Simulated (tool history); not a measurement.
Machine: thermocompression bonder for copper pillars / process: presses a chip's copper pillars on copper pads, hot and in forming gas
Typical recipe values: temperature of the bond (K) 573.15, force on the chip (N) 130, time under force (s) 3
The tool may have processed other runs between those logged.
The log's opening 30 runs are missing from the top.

| run | hour | temperature of the bond (K) | force on the chip (N) | time under force (s) | hours of work since the heater was calibrated | hours of work since the force cell was calibrated | hours of work since the gas filter was changed | force that shears a chip off (N) |
|---|---|---|---|---|---|---|---|---|
| 31 | 289.9 | 573.15 | 130 | 3 | 117 | 649 | 48 | 50.3 |
| 32 | 299.9 | 587.15 | 101 | 3 | 125 | 657 | 56 | 49.3 |
| 33 | 309.9 | 587.15 | 101 | 3 | 133 | 665 | 64 | 49.4 |
| 34 | 317.3 | 575.15 | 130 | 2 | 139 | 671 | 69 | 43.4 |
| 35 | 328.9 | 575.15 | 83 | 7 | 148 | 680 | 79 | 50.6 |
| 36 | 336.0 | 575.15 | 83 | 7 | 154 | 686 | 84 | 50.8 |
| 37 | 343.7 | 575.15 | 83 | 7 | 160 | 692 | 90 | 49.9 |
| 38 | 349.6 | 575.15 | 163 | 5 | 164 | 696 | 95 | 63.9 |
| 39 | 360.2 | 571.15 | 79 | 5 | 173 | 705 | 103 | 41.8 |
| 40 | 366.6 | 571.15 | 144 | 2 | 178 | 710 | 108 | 42.4 |

What if the next run were any one of these 3? Each begins from the tool's condition after run 40:
|  | 375.5 | forming gas filter changed |
| A | 380.2 | 552.15 | 133 | 4 | 188 | 720 | 4 | ? |
|  | 375.5 | forming gas filter changed |
| B | 380.2 | 571.15 | 83 | 2 | 188 | 720 | 4 | ? |
|  | 375.5 | forming gas filter changed |
| C | 380.2 | 571.15 | 144 | 2 | 188 | 720 | 4 | ? |

| run | force that shears a chip off (N) |
|---|---|
| A | 43.6 |
| B | 32.4 |
| C | 45.9 |
With the hidden condition removed and each run's random variation left untouched, the same runs would have given:
| run | force that shears a chip off (N) |
|---|---|
| A | 43.2 |
| B | 32.0 |
| C | 45.4 |
